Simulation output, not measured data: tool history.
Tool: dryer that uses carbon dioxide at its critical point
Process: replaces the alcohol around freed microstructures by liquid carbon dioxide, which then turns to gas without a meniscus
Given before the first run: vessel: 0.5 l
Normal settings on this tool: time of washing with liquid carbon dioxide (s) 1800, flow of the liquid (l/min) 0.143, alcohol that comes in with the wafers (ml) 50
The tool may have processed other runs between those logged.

| run | hour | time of washing with liquid carbon dioxide (s) | flow of the liquid (l/min) | alcohol that comes in with the wafers (ml) | alcohol left in the vessel before it's heated (ppm by volume) |
|---|---|---|---|---|---|
| 1 | 0 | 1800 | 0.143 | 50 | 392 |
| 2 | 9.9 | 1800 | 0.143 | 50 | 381 |
| 3 | 21.3 | 1800 | 0.218 | 50 | 42 |
| 4 | 28.1 | 1800 | 0.218 | 50 | 38 |
| 5 | 36.7 | 1800 | 0.218 | 50 | 49 |
| 6 | 45 | 1620 | 0.218 | 50 | 75 |
|  | 46.7 | inlet filter changed |
| 7 | 50.9 | 1620 | 0.218 | 50 | 39 |
| 8 | 60 | 1800 | 0.143 | 50 | 178 |
| 9 | 65.7 | 1800 | 0.143 | 50 | 175 |
| 10 | 74.9 | 1800 | 0.143 | 50 | 182 |
| 11 | 80.4 | 1800 | 0.143 | 50 | 177 |
| 12 | 88.6 | 1800 | 0.143 | 20 | 85 |
| 13 | 97.1 | 1800 | 0.115 | 50 | 581 |
| 14 | 104.3 | 1800 | 0.115 | 50 | 582 |
| 15 | 112 | 1800 | 0.115 | 50 | 585 |
| 16 | 116.9 | 1680 | 0.115 | 50 | 791 |
| 17 | 127.9 | 1680 | 0.115 | 50 | 818 |
| 18 | 137.9 | 1680 | 0.115 | 114 | 1874 |
| 19 | 147.3 | 1800 | 0.143 | 50 | 200 |
| 20 | 158.7 | 1800 | 0.143 | 54 | 197 |
| 21 | 168.5 | 1800 | 0.143 | 50 | 187 |
| 22 | 179.6 | 1800 | 0.143 | 50 | 193 |
| 23 | 191.7 | 1800 | 0.127 | 70 | 499 |
| 24 | 203.2 | 1560 | 0.094 | 70 | 3641 |
| 25 | 214.1 | 1560 | 0.094 | 70 | 3656 |
| 26 | 223.2 | 1560 | 0.094 | 70 | 3606 |
| 27 | 232.9 | 2040 | 0.156 | 28 | 47 |
| 28 | 240.3 | 2040 | 0.156 | 28 | 46 |
| 29 | 245.7 | 1380 | 0.204 | 21 | 66 |
| 30 | 253.5 | 2220 | 0.124 | 78 | 188 |
| 31 | 259.1 | 1680 | 0.096 | 78 | 2815 |
| 32 | 268.8 | 1140 | 0.09 | 20 | 3161 |
| 33 | 274.7 | 1140 | 0.09 | 20 | 3047 |
| 34 | 282.4 | 1080 | 0.131 | 50 | 3140 |
| 35 | 291.1 | 1200 | 0.219 | 21 | 101 |
| 36 | 298.3 | 1200 | 0.122 | 21 | 1162 |
| 37 | 309.9 | 1860 | 0.242 | 101 | 32 |
| 38 | 315.2 | 1980 | 0.199 | 74 | 41 |
| 39 | 325.4 | 1260 | 0.199 | 24 | 136 |
| 40 | 333.9 | 2100 | 0.143 | 38 | 77 |
| 41 | 344.7 | 1860 | 0.087 | 46 | 1705 |
| 42 | 355.3 | 1860 | 0.087 | 46 | 1681 |
| 43 | 363.9 | 2040 | 0.092 | 26 | 527 |

Below are 3 alternative next runs, each starting from the tool's condition after run 43. Predict each:
| A | 373.8 | 1920 | 0.208 | 53 | ? |
| B | 373.8 | 1260 | 0.145 | 50 | ? |
| C | 373.8 | 1800 | 0.21 | 55 | ? |

| run | alcohol left in the vessel before it's heated (ppm by volume) |
|---|---|
| A | 29 |
| B | 1224 |
| C | 31 |
Without the tool's hidden state the same runs would have given:
| run | alcohol left in the vessel before it's heated (ppm by volume) |
|---|---|
| A | 7 |
| B | 1058 |
| C | 7 |
